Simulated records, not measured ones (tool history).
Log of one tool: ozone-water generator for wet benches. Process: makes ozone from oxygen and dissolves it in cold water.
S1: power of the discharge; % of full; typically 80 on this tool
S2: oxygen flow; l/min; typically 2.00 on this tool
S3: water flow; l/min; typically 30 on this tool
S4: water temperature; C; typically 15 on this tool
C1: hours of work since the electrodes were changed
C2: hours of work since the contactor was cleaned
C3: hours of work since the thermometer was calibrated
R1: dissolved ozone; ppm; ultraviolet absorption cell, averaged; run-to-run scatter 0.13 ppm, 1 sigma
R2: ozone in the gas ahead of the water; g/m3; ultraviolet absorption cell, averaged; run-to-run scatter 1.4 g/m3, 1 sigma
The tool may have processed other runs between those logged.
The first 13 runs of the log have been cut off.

| run | hour | S1 | S2 | S3 | S4 | C1 | C2 | C3 | R1 | R2 |
|---|---|---|---|---|---|---|---|---|---|---|
|  | 1278.9 | water thermometer calibrated |
| 14 | 1335.8 | 61 | 2.00 | 30 | 15 | 5582 | 4382 | 48 | 8.7 | 193.8 |
| 15 | 1397.1 | 61 | 2.00 | 30 | 15 | 5633 | 4434 | 99 | 8.6 | 191.6 |
| 16 | 1519.9 | 61 | 2.00 | 30 | 15 | 5736 | 4536 | 201 | 8.7 | 191.9 |
| 17 | 1595.7 | 80 | 2.00 | 30 | 15 | 5799 | 4599 | 265 | 9.9 | 220.9 |
| 18 | 1681.8 | 80 | 2.22 | 19 | 15 | 5871 | 4671 | 336 | 16.0 | 210.4 |
| 19 | 1775.3 | 88 | 2.22 | 19 | 15 | 5949 | 4749 | 415 | 16.4 | 220.8 |
|  | 1841.5 | contactor cleaned |
| 20 | 1843.1 | 88 | 2.22 | 19 | 15 | 6002 | 1 | 468 | 17.3 | 220.8 |
| 21 | 1915.6 | 55 | 1.71 | 30 | 15 | 6063 | 62 | 528 | 8.1 | 193.6 |
| 22 | 1993.2 | 55 | 1.71 | 30 | 15 | 6128 | 127 | 593 | 8.0 | 195.5 |
| 23 | 2103.6 | 55 | 1.16 | 22 | 15 | 6220 | 219 | 685 | 9.0 | 226.5 |
| 24 | 2212.5 | 80 | 1.84 | 30 | 15 | 6311 | 310 | 776 | 9.8 | 222.9 |
| 25 | 2276.2 | 80 | 1.84 | 30 | 15 | 6364 | 363 | 829 | 9.9 | 225.2 |
| 26 | 2345.6 | 80 | 1.84 | 30 | 15 | 6422 | 421 | 887 | 9.9 | 224.9 |
| 27 | 2487.5 | 80 | 1.84 | 25 | 15 | 6540 | 539 | 1006 | 11.7 | 221.9 |
| 28 | 2564.8 | 80 | 1.61 | 40 | 17 | 6605 | 604 | 1070 | 6.8 | 233.0 |
| 29 | 2635.7 | 80 | 1.97 | 30 | 15 | 6664 | 663 | 1130 | 10.2 | 214.7 |
| 30 | 2727.1 | 80 | 1.97 | 30 | 15 | 6740 | 739 | 1206 | 9.8 | 215.9 |
| 31 | 2849.2 | 80 | 2.00 | 46 | 15 | 6842 | 841 | 1308 | 6.6 | 213.4 |
| 32 | 2954.0 | 80 | 2.00 | 46 | 15 | 6930 | 929 | 1395 | 6.3 | 214.0 |
| 33 | 3018.4 | 70 | 3.06 | 19 | 15 | 6984 | 983 | 1449 | 16.2 | 166.3 |

Predict each of these 3 candidate next runs independently; none follows another, all start after run 33:
| A | 3086.3 | 70 | 2.25 | 19 | 15 | 7040 | 1039 | 1506 | ? | ? |
| B | 3086.3 | 58 | 1.57 | 24 | 15 | 7040 | 1039 | 1506 | ? | ? |
| C | 3086.3 | 80 | 2.00 | 19 | 13 | 7040 | 1039 | 1506 | ? | ? |

| run | R1 | R2 |
|---|---|---|
| A | 14.8 | 186.9 |
| B | 9.4 | 200.1 |
| C | 15.3 | 210.5 |
Stripped of hidden state, with their random variation kept, the same runs would have yielded:
| run | R1 | R2 |
|---|---|---|
| A | 18.6 | 232.2 |
| B | 11.6 | 243.2 |
| C | 19.5 | 265.8 |
